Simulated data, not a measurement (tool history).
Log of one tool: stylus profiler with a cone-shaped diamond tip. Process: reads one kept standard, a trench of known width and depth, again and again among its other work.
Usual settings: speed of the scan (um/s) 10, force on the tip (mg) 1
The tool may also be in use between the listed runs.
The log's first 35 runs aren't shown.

run,hour,speed of the scan (um/s),force on the tip (mg),depth of the trench (angstrom),width of the trench's floor (µm)
36,3505.2,4,2.71,1010.9,26.95
37,3583.1,13,0.85,1007.2,26.85
# hour 3621.9: new tip fitted, height scale calibrated
38,3683,16,0.45,1001.8,27.96
39,3791.9,9,0.72,1002.3,27.97
40,3911.8,8,0.36,1003.5,27.9
41,4024.4,8,0.36,1002.9,27.92
42,4094.6,10,0.38,1003.2,27.91
43,4199.8,5,1.59,1005.7,27.91
44,4267.9,5,1.59,1008.1,27.9
45,4333.7,31,2.78,1007.1,27.8

4 ways to go on from here, each from the tool as it stands after run 45. What would each give?
A,4438.3,2,0.42,?,?
B,4438.3,4,1,?,?
C,4438.3,3,0.42,?,?
D,4438.3,9,0.88,?,?

run,depth of the trench (angstrom),width of the trench's floor (µm)
A,1004.5,27.85
B,1006.3,27.87
C,1002.8,27.85
D,1007.3,27.8
Without the tool's hidden state the same runs would have given:
run,depth of the trench (angstrom),width of the trench's floor (µm)
A,1002.2,28
B,1003.9,28.02
C,1000.4,28
D,1004.9,27.95
